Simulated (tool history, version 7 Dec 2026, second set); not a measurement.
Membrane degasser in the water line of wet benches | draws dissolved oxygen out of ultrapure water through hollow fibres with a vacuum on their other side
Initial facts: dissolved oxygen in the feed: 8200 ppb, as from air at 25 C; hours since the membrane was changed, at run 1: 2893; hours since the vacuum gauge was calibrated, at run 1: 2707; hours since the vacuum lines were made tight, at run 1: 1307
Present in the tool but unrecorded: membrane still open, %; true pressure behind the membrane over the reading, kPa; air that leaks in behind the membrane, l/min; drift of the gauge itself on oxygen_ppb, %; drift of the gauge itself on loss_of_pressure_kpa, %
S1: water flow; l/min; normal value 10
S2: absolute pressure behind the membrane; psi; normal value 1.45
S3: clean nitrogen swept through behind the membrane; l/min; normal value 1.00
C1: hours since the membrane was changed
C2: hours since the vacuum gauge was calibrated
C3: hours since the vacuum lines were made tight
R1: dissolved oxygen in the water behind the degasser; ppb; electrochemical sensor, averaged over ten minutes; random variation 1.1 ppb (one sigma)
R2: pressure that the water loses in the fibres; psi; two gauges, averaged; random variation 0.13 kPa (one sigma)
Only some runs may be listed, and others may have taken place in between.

| run | hour | S1 | S2 | S3 | C1 | C2 | C3 | R1 | R2 |
|---|---|---|---|---|---|---|---|---|---|
| 1 | 0.0 | 10 | 1.45 | 1.00 | 2893 | 2707 | 1307 | 169.8 | 4.431 |
| 2 | 126.9 | 10 | 1.45 | 1.00 | 3020 | 2834 | 1434 | 170.0 | 4.400 |
| 3 | 250.5 | 10 | 1.45 | 1.00 | 3143 | 2958 | 1557 | 171.7 | 4.438 |
| 4 | 365.2 | 10 | 1.45 | 1.00 | 3258 | 3072 | 1672 | 172.2 | 4.487 |
|  | 439.7 | vacuum gauge calibrated |
| 5 | 473.8 | 7 | 1.45 | 1.00 | 3366 | 34 | 1780 | 118.6 | 3.123 |
| 6 | 599.3 | 7 | 1.45 | 1.00 | 3492 | 160 | 1906 | 119.2 | 3.128 |
| 7 | 678.4 | 10 | 1.45 | 1.00 | 3571 | 239 | 1985 | 168.9 | 4.451 |
| 8 | 749.7 | 10 | 1.45 | 1.00 | 3642 | 310 | 2056 | 171.5 | 4.487 |
| 9 | 872.9 | 10 | 1.45 | 1.00 | 3765 | 433 | 2179 | 169.6 | 4.467 |
| 10 | 997.8 | 10 | 1.45 | 1.00 | 3890 | 558 | 2304 | 170.3 | 4.506 |
| 11 | 1051.5 | 10 | 1.45 | 1.00 | 3944 | 612 | 2358 | 169.4 | 4.469 |
| 12 | 1181.6 | 10 | 1.45 | 1.00 | 4074 | 742 | 2488 | 171.1 | 4.528 |
| 13 | 1238.4 | 10 | 1.45 | 1.00 | 4131 | 799 | 2545 | 173.2 | 4.509 |
| 14 | 1321.8 | 10 | 1.45 | 1.00 | 4214 | 882 | 2628 | 172.4 | 4.486 |
| 15 | 1451.9 | 10 | 1.45 | 1.00 | 4344 | 1012 | 2758 | 172.1 | 4.505 |
| 16 | 1553.0 | 6 | 2.44 | 0.85 | 4445 | 1113 | 2859 | 233.2 | 2.764 |
|  | 1631.5 | gauge calibrated |
| 17 | 1631.5 | 6 | 2.44 | 0.85 | 4524 | 1192 | 2938 | 229.6 | 2.651 |
| 18 | 1722.0 | 13 | 1.45 | 2.42 | 4614 | 1282 | 3028 | 112.3 | 5.732 |
| 19 | 1835.4 | 13 | 1.45 | 2.42 | 4728 | 1396 | 3142 | 112.4 | 5.784 |

Run 20 is up next; what results do you expect?
| 20 | 1927.8 | 6 | 1.45 | 1.48 | 4820 | 1488 | 3234 | ? | ? |

Run 20 gave R1 68.9 ppb, R2 2.654 psi.
Were there no unlogged condition in the tool, this run, its random variation unchanged, would have produced R1 68.9 ppb, R2 2.640 psi.
